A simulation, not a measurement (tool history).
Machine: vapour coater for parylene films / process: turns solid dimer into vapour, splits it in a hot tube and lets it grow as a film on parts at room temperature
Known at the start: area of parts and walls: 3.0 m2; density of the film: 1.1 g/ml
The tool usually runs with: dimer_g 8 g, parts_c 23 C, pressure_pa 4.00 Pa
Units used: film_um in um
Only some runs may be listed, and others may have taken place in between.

| run | hour | dimer_g | parts_c | pressure_pa | film_um |
|---|---|---|---|---|---|
| 1 | 0.0 | 8 | 23 | 4.00 | 1.51 |
| 2 | 50.1 | 8 | 23 | 2.69 | 1.63 |
| 3 | 97.9 | 8 | 23 | 2.69 | 1.61 |
| 4 | 132.7 | 8 | 23 | 2.69 | 1.56 |
| 5 | 167.8 | 8 | 23 | 9.85 | 1.30 |
| 6 | 222.1 | 8 | 23 | 9.85 | 1.37 |
| 7 | 284.6 | 8 | 23 | 4.00 | 1.59 |
| 8 | 316.6 | 8 | 23 | 4.00 | 1.58 |
| 9 | 367.1 | 8 | 23 | 2.54 | 1.63 |
| 10 | 428.6 | 8 | 23 | 2.54 | 1.67 |
| 11 | 492.0 | 8 | 23 | 2.54 | 1.60 |
| 12 | 543.5 | 8 | 23 | 2.54 | 1.62 |
| 13 | 584.6 | 8 | 23 | 2.54 | 1.64 |
| 14 | 631.8 | 8 | 23 | 4.00 | 1.50 |
| 15 | 668.5 | 8 | 23 | 4.00 | 1.43 |
| 16 | 720.2 | 8 | 23 | 4.00 | 1.48 |
| 17 | 750.7 | 8 | 20 | 4.00 | 1.57 |
| 18 | 805.3 | 8 | 20 | 4.00 | 1.68 |
| 19 | 856.1 | 8 | 20 | 2.03 | 1.93 |
| 20 | 925.2 | 8 | 20 | 2.03 | 1.90 |
| 21 | 987.9 | 8 | 23 | 4.00 | 1.57 |
| 22 | 1036.8 | 8 | 23 | 6.41 | 1.40 |
| 23 | 1068.5 | 8 | 23 | 6.41 | 1.39 |
| 24 | 1106.7 | 12 | 24 | 8.22 | 1.91 |
| 25 | 1147.5 | 12 | 24 | 8.22 | 1.91 |
| 26 | 1181.0 | 3 | 20 | 4.00 | 0.59 |
| 27 | 1217.9 | 5 | 23 | 7.13 | 0.85 |
| 28 | 1275.9 | 11 | 15 | 6.64 | 2.29 |
| 29 | 1339.4 | 12 | 23 | 8.44 | 2.02 |
| 30 | 1399.5 | 5 | 34 | 4.00 | 0.70 |
| 31 | 1451.3 | 5 | 34 | 4.00 | 0.71 |
| 32 | 1493.0 | 4 | 34 | 4.00 | 0.53 |
| 33 | 1527.9 | 11 | 16 | 4.00 | 2.58 |
| 34 | 1578.8 | 8 | 25 | 4.00 | 1.39 |
| 35 | 1610.6 | 8 | 25 | 4.00 | 1.38 |
| 36 | 1676.1 | 4 | 25 | 4.00 | 0.71 |
| 37 | 1732.5 | 8 | 32 | 5.13 | 1.07 |
| 38 | 1762.3 | 8 | 32 | 5.13 | 1.07 |
| 39 | 1793.6 | 8 | 32 | 5.13 | 1.05 |
| 40 | 1824.3 | 6 | 17 | 2.94 | 1.34 |
| 41 | 1866.2 | 6 | 17 | 2.94 | 1.47 |
| 42 | 1913.4 | 3 | 20 | 6.09 | 0.56 |
| 43 | 1965.8 | 3 | 16 | 5.69 | 0.67 |
| 44 | 2022.8 | 12 | 23 | 4.00 | 2.30 |
| 45 | 2081.4 | 12 | 23 | 4.00 | 2.27 |
| 46 | 2111.4 | 12 | 23 | 4.00 | 2.25 |

Removed from this log: 4 entries logged between the listed runs. Between which two listed runs does each belong, and how does the tool's hidden state at the listed run before it compare with that at the listed run after it?
Runs 5 to 6: trap's valve overhauled (hour 215.2)
  vapour lost through the trap's worn valve, %: 8.1 -> 0.6; true temperature of the parts over the reading, C: -0.09 -> -0.08
  difference, measured minus the result without the unlogged condition, film_um: -0.11 -> -0.01 um
Runs 17 to 18: trap's valve overhauled (hour 758.3)
  vapour lost through the trap's worn valve, %: 10.4 -> 1.2; true temperature of the parts over the reading, C: 0.06 -> 0.07
  difference, measured minus the result without the unlogged condition, film_um: -0.18 -> -0.02 um
Runs 28 to 29: trap's valve overhauled (hour 1301.2)
  vapour lost through the trap's worn valve, %: 9.9 -> 1; true temperature of the parts over the reading, C: 0.2 -> 0.22
  difference, measured minus the result without the unlogged condition, film_um: -0.26 -> -0.04 um
Runs 40 to 41: trap's valve overhauled (hour 1845.9)
  vapour lost through the trap's worn valve, %: 10 -> 0.7; true temperature of the parts over the reading, C: 0.34 -> 0.35
  difference, measured minus the result without the unlogged condition, film_um: -0.17 -> -0.03 um

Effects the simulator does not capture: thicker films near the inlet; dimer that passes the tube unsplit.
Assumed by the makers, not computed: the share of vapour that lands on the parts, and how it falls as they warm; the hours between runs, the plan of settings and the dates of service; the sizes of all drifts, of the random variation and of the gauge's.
